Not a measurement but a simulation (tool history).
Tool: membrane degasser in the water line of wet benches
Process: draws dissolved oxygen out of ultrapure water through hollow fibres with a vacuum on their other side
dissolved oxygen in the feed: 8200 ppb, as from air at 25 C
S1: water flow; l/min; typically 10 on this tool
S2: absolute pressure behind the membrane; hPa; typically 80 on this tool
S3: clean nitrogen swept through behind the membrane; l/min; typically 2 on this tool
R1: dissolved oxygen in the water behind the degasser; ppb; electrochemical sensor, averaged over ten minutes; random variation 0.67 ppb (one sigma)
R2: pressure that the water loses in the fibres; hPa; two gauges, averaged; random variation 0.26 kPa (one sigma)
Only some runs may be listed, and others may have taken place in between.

{"run": 1, "day": 0.0, "S1": 10, "S2": 80, "S3": 2, "R1": 66.8, "R2": 690.1}
{"run": 2, "day": 1.833, "S1": 10, "S2": 80, "S3": 2, "R1": 65.4, "R2": 695.6}
{"run": 3, "day": 2.9, "S1": 10, "S2": 80, "S3": 2, "R1": 65.5, "R2": 693.1}
{"run": 4, "day": 4.608, "S1": 10, "S2": 80, "S3": 0.87, "R1": 143, "R2": 694.4}
{"run": 5, "day": 6.3, "S1": 10, "S2": 80, "S3": 0.87, "R1": 143.2, "R2": 696.1}
{"run": 6, "day": 8.3, "S1": 10, "S2": 80, "S3": 2, "R1": 65.6, "R2": 697.6}
{"day": 8.483, "done": "vacuum gauge calibrated"}
{"run": 7, "day": 9.792, "S1": 10, "S2": 80, "S3": 2, "R1": 68.6, "R2": 690.8}
{"run": 8, "day": 10.996, "S1": 7, "S2": 80, "S3": 2, "R1": 47.8, "R2": 487.1}
{"run": 9, "day": 12.625, "S1": 7, "S2": 80, "S3": 2, "R1": 48.7, "R2": 487.6}
{"run": 10, "day": 14.058, "S1": 10, "S2": 80, "S3": 2, "R1": 68, "R2": 696.1}

Run 11 is up next; what results do you expect?
{"run": 11, "day": 15.112, "S1": 12, "S2": 125.6, "S3": 2.28, "R1": "?", "R2": "?"}

Run 11 gave R1 129.5 ppb, R2 827.6 hPa.
With the hidden condition absent and the run-to-run variation left alone, this run would have shown R1 120.4 ppb, R2 818.8 hPa.

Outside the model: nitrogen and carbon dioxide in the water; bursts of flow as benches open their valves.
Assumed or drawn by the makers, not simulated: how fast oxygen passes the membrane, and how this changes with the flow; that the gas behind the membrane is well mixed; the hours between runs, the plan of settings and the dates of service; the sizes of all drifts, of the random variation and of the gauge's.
